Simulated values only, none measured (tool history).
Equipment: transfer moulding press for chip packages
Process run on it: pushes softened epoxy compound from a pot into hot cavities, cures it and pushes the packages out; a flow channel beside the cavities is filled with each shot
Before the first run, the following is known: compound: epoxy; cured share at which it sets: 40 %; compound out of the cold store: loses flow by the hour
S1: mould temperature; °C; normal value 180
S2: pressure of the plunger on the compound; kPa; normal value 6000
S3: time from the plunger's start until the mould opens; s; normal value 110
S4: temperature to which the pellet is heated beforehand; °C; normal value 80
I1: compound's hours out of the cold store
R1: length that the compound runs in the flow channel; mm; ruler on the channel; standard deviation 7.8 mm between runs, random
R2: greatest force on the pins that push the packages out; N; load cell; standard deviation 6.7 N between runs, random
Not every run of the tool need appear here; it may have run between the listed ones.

| run | hour | S1 | S2 | S3 | S4 | I1 | R1 | R2 |
|---|---|---|---|---|---|---|---|---|
| 1 | 0 | 180 | 6000 | 110 | 80 | 42.2 | 875 | 288 |
|  | 67.4 | cavities cleaned with cleaning compound and waxed |
| 2 | 103.7 | 180 | 6000 | 110 | 80 | 28.4 | 880 | 387 |
|  | 136.3 | cavities cleaned with cleaning compound and waxed |
|  | 201.9 | cavities cleaned with cleaning compound and waxed |
| 3 | 208.1 | 180 | 6000 | 110 | 80 | 47.7 | 846 | 297 |
|  | 270.3 | cavities cleaned with cleaning compound and waxed |
| 4 | 270.3 | 180 | 6000 | 110 | 80 | 32.1 | 878 | 283 |
|  | 340.7 | cavities cleaned with cleaning compound and waxed |
| 5 | 370.5 | 180 | 6000 | 110 | 80 | 26.8 | 867 | 359 |
|  | 407.2 | cavities cleaned with cleaning compound and waxed |
| 6 | 463.6 | 180 | 6000 | 110 | 80 | 24.9 | 871 | 422 |
|  | 474 | cavities cleaned with cleaning compound and waxed |
| 7 | 527.8 | 187 | 6000 | 110 | 80 | 43.4 | 801 | 364 |
|  | 543.6 | cavities cleaned with cleaning compound and waxed |
| 8 | 594 | 187 | 6000 | 110 | 80 | 23.3 | 815 | 370 |
|  | 610.4 | cavities cleaned with cleaning compound and waxed |
|  | 680 | cavities cleaned with cleaning compound and waxed |
| 9 | 680.4 | 187 | 6000 | 110 | 80 | 43.1 | 798 | 245 |
|  | 741.3 | plunger's sealing rings changed |
|  | 748.2 | cavities cleaned with cleaning compound and waxed |
| 10 | 781 | 187 | 6000 | 110 | 80 | 9.5 | 915 | 333 |
|  | 815.4 | cavities cleaned with cleaning compound and waxed |
| 11 | 853.2 | 187 | 4980 | 110 | 80 | 22.4 | 802 | 355 |
|  | 886.2 | cavities cleaned with cleaning compound and waxed |
|  | 908.2 | mould's thermocouples calibrated |
| 12 | 920 | 176 | 4600 | 109 | 78 | 27.4 | 818 | 479 |
|  | 956.1 | cavities cleaned with cleaning compound and waxed |
| 13 | 989.7 | 176 | 4600 | 109 | 78 | 38.5 | 787 | 448 |
|  | 1023 | cavities cleaned with cleaning compound and waxed |
|  | 1089.6 | cavities cleaned with cleaning compound and waxed |
| 14 | 1089.6 | 186 | 6000 | 110 | 80 | 21.5 | 855 | 247 |
| 15 | 1141.2 | 181 | 5290 | 136 | 80 | 27.9 | 817 | 366 |
|  | 1159.5 | cavities cleaned with cleaning compound and waxed |
| 16 | 1203.1 | 180 | 6000 | 110 | 89 | 8.5 | 920 | 411 |
|  | 1223.7 | cavities cleaned with cleaning compound and waxed |
|  | 1292.8 | cavities cleaned with cleaning compound and waxed |
| 17 | 1296.3 | 179 | 6000 | 101 | 86 | 39.3 | 848 | 343 |
| 18 | 1341.3 | 172 | 5110 | 110 | 76 | 28.5 | 848 | 676 |
|  | 1357.6 | cavities cleaned with cleaning compound and waxed |
| 19 | 1395.8 | 172 | 5110 | 110 | 76 | 43.1 | 810 | 589 |
|  | 1430.1 | cavities cleaned with cleaning compound and waxed |
| 20 | 1481.9 | 182 | 6000 | 94 | 80 | 24.1 | 844 | 463 |
|  | 1495.3 | cavities cleaned with cleaning compound and waxed |
|  | 1566.6 | cavities cleaned with cleaning compound and waxed |
| 21 | 1569.4 | 182 | 6000 | 101 | 80 | 10.4 | 870 | 297 |
| 22 | 1612.1 | 182 | 6000 | 101 | 80 | 32.9 | 832 | 408 |

Forecast each of these 5 alternatives for the next run:
|  | 1636.6 | cavities cleaned with cleaning compound and waxed |
|  | 1693.1 | plunger's sealing rings changed |
|  | 1706.3 | cavities cleaned with cleaning compound and waxed |
| A | 1706.3 | 174 | 6000 | 134 | 89 | 32 | ? | ? |
|  | 1636.6 | cavities cleaned with cleaning compound and waxed |
|  | 1693.1 | plunger's sealing rings changed |
|  | 1706.3 | cavities cleaned with cleaning compound and waxed |
| B | 1706.3 | 180 | 6000 | 110 | 80 | 24.2 | ? | ? |
|  | 1636.6 | cavities cleaned with cleaning compound and waxed |
|  | 1693.1 | plunger's sealing rings changed |
|  | 1706.3 | cavities cleaned with cleaning compound and waxed |
| C | 1706.3 | 182 | 6650 | 101 | 77 | 28.8 | ? | ? |
|  | 1636.6 | cavities cleaned with cleaning compound and waxed |
|  | 1693.1 | plunger's sealing rings changed |
|  | 1706.3 | cavities cleaned with cleaning compound and waxed |
| D | 1706.3 | 181 | 6000 | 101 | 80 | 46.3 | ? | ? |
|  | 1636.6 | cavities cleaned with cleaning compound and waxed |
|  | 1693.1 | plunger's sealing rings changed |
|  | 1706.3 | cavities cleaned with cleaning compound and waxed |
| E | 1706.3 | 180 | 4900 | 126 | 89 | 8.3 | ? | ? |

| run | R1 | R2 |
|---|---|---|
| A | 942 | 276 |
| B | 932 | 265 |
| C | 964 | 272 |
| D | 875 | 284 |
| E | 845 | 245 |
Stripped of hidden state, with their random variation kept, the same runs would have yielded:
| run | R1 | R2 |
|---|---|---|
| A | 948 | 282 |
| B | 937 | 271 |
| C | 969 | 278 |
| D | 879 | 291 |
| E | 850 | 247 |

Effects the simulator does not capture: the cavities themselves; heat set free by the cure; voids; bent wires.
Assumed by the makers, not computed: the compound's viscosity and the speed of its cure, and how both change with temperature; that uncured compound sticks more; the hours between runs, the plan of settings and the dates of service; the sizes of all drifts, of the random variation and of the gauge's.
